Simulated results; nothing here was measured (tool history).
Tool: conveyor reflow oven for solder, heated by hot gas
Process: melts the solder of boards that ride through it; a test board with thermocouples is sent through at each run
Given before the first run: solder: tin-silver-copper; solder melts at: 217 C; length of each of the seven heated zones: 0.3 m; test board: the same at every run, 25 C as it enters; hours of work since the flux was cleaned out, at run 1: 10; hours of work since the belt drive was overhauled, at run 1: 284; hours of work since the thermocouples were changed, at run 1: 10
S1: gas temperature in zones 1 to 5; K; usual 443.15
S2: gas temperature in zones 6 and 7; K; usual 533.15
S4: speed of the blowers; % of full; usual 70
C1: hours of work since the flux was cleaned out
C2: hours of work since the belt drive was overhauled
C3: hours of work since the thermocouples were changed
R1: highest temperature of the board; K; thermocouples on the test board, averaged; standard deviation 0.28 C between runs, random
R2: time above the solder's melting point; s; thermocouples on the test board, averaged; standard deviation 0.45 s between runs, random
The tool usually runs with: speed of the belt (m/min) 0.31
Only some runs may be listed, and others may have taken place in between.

run 1 day=0 | S1=443.15 S2=533.15 speed_of_the_belt_(m/min)=0.31 S4=70 | C1=10 C2=284 C3=10 | R1=522.65 R2=85.9
run 2 day=3.212 | S1=443.15 S2=533.15 speed_of_the_belt_(m/min)=0.314 S4=70 | C1=61 C2=335 C3=61 | R1=523.15 R2=84.4
run 3 day=6.533 | S1=443.15 S2=533.15 speed_of_the_belt_(m/min)=0.31 S4=70 | C1=113 C2=387 C3=113 | R1=523.15 R2=86.2
run 4 day=9.804 | S1=443.15 S2=533.15 speed_of_the_belt_(m/min)=0.31 S4=70 | C1=164 C2=438 C3=164 | R1=523.35 R2=85.9
run 5 day=13.717 | S1=443.15 S2=533.15 speed_of_the_belt_(m/min)=0.31 S4=70 | C1=226 C2=500 C3=226 | R1=522.95 R2=86.2
run 6 day=15.917 | S1=443.15 S2=533.15 speed_of_the_belt_(m/min)=0.31 S4=70 | C1=260 C2=534 C3=260 | R1=523.05 R2=85.2
run 7 day=19.892 | S1=448.15 S2=539.15 speed_of_the_belt_(m/min)=0.31 S4=55 | C1=322 C2=596 C3=322 | R1=525.65 R2=89.9
run 8 day=23.025 | S1=448.15 S2=539.15 speed_of_the_belt_(m/min)=0.31 S4=55 | C1=372 C2=646 C3=372 | R1=525.75 R2=88.7
-- day=24.604 flux residue cleaned out of gas plates and filters
run 9 day=27.271 | S1=443.15 S2=523.15 speed_of_the_belt_(m/min)=0.259 S4=61 | C1=42 C2=709 C3=435 | R1=516.35 R2=94.7
run 10 day=29.358 | S1=443.15 S2=523.15 speed_of_the_belt_(m/min)=0.259 S4=61 | C1=75 C2=742 C3=468 | R1=516.15 R2=95.2

Here are 4 independent what-if runs from the current tool condition. What would each one return?
run A day=31.383 | S1=443.15 S2=523.15 speed_of_the_belt_(m/min)=0.256 S4=70 | C1=106 C2=773 C3=499 | R1=? R2=?
run B day=31.383 | S1=454.15 S2=523.15 speed_of_the_belt_(m/min)=0.259 S4=87 | C1=106 C2=773 C3=499 | R1=? R2=?
run C day=31.383 | S1=443.15 S2=533.15 speed_of_the_belt_(m/min)=0.31 S4=51 | C1=106 C2=773 C3=499 | R1=? R2=?
run D day=31.383 | S1=442.15 S2=533.15 speed_of_the_belt_(m/min)=0.358 S4=86 | C1=106 C2=773 C3=499 | R1=? R2=?

run=A R1=518.25 R2=101.2
run=B R1=519.85 R2=112.3
run=C R1=518.55 R2=76.3
run=D R1=522.65 R2=74.2
The same runs, with their run-to-run variation unchanged, on a tool lacking any hidden condition would have given:
run=A R1=518.15 R2=100.9
run=B R1=519.75 R2=112.1
run=C R1=518.35 R2=76
run=D R1=522.55 R2=74.1

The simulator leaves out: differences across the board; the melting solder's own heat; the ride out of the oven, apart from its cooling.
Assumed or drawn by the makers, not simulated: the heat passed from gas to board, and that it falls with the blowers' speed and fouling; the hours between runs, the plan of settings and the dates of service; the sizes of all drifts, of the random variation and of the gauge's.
